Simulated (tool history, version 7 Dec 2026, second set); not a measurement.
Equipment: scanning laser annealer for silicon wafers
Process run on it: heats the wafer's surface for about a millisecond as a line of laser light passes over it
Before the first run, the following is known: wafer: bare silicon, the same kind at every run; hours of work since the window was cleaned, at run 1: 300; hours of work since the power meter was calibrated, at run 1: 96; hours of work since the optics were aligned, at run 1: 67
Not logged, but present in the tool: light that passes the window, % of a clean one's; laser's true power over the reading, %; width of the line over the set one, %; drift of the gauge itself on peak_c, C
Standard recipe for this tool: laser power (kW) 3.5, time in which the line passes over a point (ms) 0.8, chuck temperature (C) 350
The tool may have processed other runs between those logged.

run,hour,laser power (kW),time in which the line passes over a point (ms),chuck temperature (C),hours of work since the window was cleaned,hours of work since the power meter was calibrated,hours of work since the optics were aligned,highest temperature of the surface (C)
1,0,3.5,0.8,350,300,96,67,1033
2,10.9,3.5,0.8,350,305,101,71,1030
3,19.5,3.5,0.8,350,309,105,75,1030
4,28,3.5,0.951,350,312,108,79,1084
5,37.9,3.5,0.8,350,317,113,83,1029
6,48.7,3.848,0.8,350,322,118,88,1120
7,56.7,3.5,0.578,350,325,121,92,936
8,65.5,3.5,0.578,350,329,125,95,936
9,73.5,3.5,0.899,350,332,128,99,1064
10,84,3.5,0.899,350,337,133,104,1064
11,98,3.5,0.645,350,343,139,110,962
12,106.7,3.5,0.645,350,347,143,113,967
13,113.2,3.5,0.8,350,350,146,116,1024
14,120.2,3.5,0.8,350,353,149,119,1026
15,128.4,3.5,0.8,350,357,153,123,1029
16,138.2,3.5,0.8,317,361,157,127,994
17,153,3.5,0.8,355,367,163,134,1030

What does the tool deliver on the next run?
18,159.7,3.357,0.624,348,370,166,137,?

{"run 18": {"highest temperature of the surface (C)": 916}}
Were there no unlogged condition in the tool, this run, its random variation unchanged, would have produced highest temperature of the surface (C) 943.

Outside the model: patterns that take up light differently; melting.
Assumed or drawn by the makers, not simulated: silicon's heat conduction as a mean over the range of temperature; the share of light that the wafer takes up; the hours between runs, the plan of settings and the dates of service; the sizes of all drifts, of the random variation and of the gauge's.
